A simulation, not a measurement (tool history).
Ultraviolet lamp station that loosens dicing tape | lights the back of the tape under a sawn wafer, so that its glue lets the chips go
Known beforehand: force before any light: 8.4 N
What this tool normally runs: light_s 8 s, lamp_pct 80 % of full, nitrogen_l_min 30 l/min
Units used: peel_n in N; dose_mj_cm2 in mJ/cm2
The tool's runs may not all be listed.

run   hour  light_s  lamp_pct  nitrogen_l_min  peel_n  dose_mj_cm2
  1      0        8        80              30   0.831          242
  2   16.9        6        80              30   1.433          184
  3   32.6        8        80              30    0.83          240
  4   41.6        8        80              30   0.814          241
  5   54.5        8        80              30   0.811          242
  6   73.7        8        80              30   0.814          243
  7   93.4        8        80              30   0.811          238
  8    107        8        80              30   0.814          239
  9  116.3        8        80              30   0.829          243
 10    129        8        80              30   0.838          241
 11  148.2        8        80              30   0.812          243
 12  162.4        8        80              30   0.812          244
 13  176.4        8        62              30   1.311          190
 14  194.5        8        80              30   0.826          243
 15  215.2        8        80              30   0.851          240
 16  228.7        8        80              30   0.807          243
 17  243.6        8        80              30   0.797          240
 18  258.6        8        65              30   1.248          197
 19  267.3        8        65              30   1.238          195
 20    279        8        70              30   1.044          214
 21  289.1        8        78              30   0.885          235
 22    298        8        80              30   0.844          242
 23  306.9        9        79               9   1.202          268
 24  324.7        5        80              22   2.039          149
 25  342.6       15        96              22   0.195          541
 26  356.2        5        84              30   1.713          160
 27  372.1        5        80              30   1.899          155
 28  383.5        5        80              30   1.826          152
 29  403.8        6        62              47   1.835          140
 30  413.9        4        83              12    3.07          129
 31  424.5        4        83              12   3.046          126
 32    435       12        76              28   0.401          345
 33  454.9       12        76              28   0.391          344
 34  471.6        6        80              40    1.25          184
 35  481.7        6        80              30   1.408          183
 36  492.8        6        80              30   1.362          180
     494.5  -- window cleaned of glue's vapour
 37    509       13        77              16   0.435          382
 38  525.2        8        80              30   0.846          243
 39  537.1       12        98              30   0.226          446
 40  548.1       12        98              30    0.23          446
 41  565.2        5        66              20   2.607          125
 42  581.5       10        68              28   0.748          258
 43  596.9       12        80              45   0.293          364
 44  610.9       10        77              59   0.427          292

Here are 3 independent what-if runs from the current tool condition. What would each one return?
  A  623.9        5        98              11       ?            ?
  B  623.9       10        77              45       ?            ?
  C  623.9        5        77              59       ?            ?

run  peel_n  dose_mj_cm2
  A   2.001          187
  B   0.471          296
  C   1.623          142
Without the tool's unlogged condition, the same runs would have read:
run  peel_n  dose_mj_cm2
  A   1.997          188
  B    0.47          296
  C    1.62          142

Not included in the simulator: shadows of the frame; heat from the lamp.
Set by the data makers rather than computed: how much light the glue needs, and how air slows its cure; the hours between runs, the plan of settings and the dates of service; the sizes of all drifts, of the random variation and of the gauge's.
